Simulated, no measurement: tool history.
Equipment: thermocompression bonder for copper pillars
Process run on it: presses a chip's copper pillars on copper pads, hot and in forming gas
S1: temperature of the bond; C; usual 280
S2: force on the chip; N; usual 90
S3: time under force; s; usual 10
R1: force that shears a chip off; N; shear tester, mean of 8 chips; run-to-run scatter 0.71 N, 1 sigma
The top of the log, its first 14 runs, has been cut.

| run | day | S1 | S2 | S3 | R1 |
|---|---|---|---|---|---|
| 15 | 8.262 | 280 | 90 | 21 | 67.0 |
| 16 | 8.979 | 280 | 90 | 10 | 55.5 |
| 17 | 9.521 | 250 | 90 | 10 | 39.9 |
| 18 | 10.183 | 280 | 90 | 10 | 55.5 |
| 19 | 11.021 | 250 | 90 | 28 | 54.0 |
| 20 | 11.617 | 296 | 90 | 10 | 61.6 |
|  | 12.000 | forming gas filter changed |
| 21 | 12.233 | 296 | 90 | 10 | 69.5 |
| 22 | 12.917 | 296 | 90 | 10 | 69.6 |
| 23 | 13.704 | 296 | 90 | 10 | 66.2 |
| 24 | 14.275 | 273 | 120 | 20 | 71.9 |
| 25 | 14.729 | 273 | 70 | 15 | 54.4 |
| 26 | 15.496 | 273 | 70 | 15 | 55.1 |
| 27 | 16.100 | 273 | 70 | 15 | 54.7 |
| 28 | 16.846 | 273 | 70 | 15 | 53.0 |
| 29 | 17.258 | 273 | 70 | 15 | 53.1 |
| 30 | 17.917 | 293 | 69 | 7 | 50.4 |
| 31 | 18.438 | 280 | 90 | 13 | 59.0 |
| 32 | 18.867 | 294 | 124 | 8 | 64.2 |
| 33 | 19.358 | 296 | 124 | 15 | 72.6 |
|  | 19.621 | forming gas filter changed |
| 34 | 19.883 | 296 | 124 | 15 | 80.1 |
| 35 | 20.679 | 283 | 57 | 10 | 51.5 |
| 36 | 21.483 | 262 | 108 | 13 | 59.9 |

Alternative continuations, all from the tool just after run 36; predict every row:
| A | 21.967 | 259 | 88 | 13 | ? |
| B | 21.967 | 306 | 108 | 7 | ? |
| C | 21.967 | 269 | 90 | 14 | ? |
| D | 21.967 | 255 | 72 | 7 | ? |

| run | R1 |
|---|---|
| A | 51.8 |
| B | 71.3 |
| C | 58.8 |
| D | 36.6 |
Stripped of hidden state, with their random variation kept, the same runs would have yielded:
| run | R1 |
|---|---|
| A | 51.6 |
| B | 72.6 |
| C | 59.0 |
| D | 36.1 |

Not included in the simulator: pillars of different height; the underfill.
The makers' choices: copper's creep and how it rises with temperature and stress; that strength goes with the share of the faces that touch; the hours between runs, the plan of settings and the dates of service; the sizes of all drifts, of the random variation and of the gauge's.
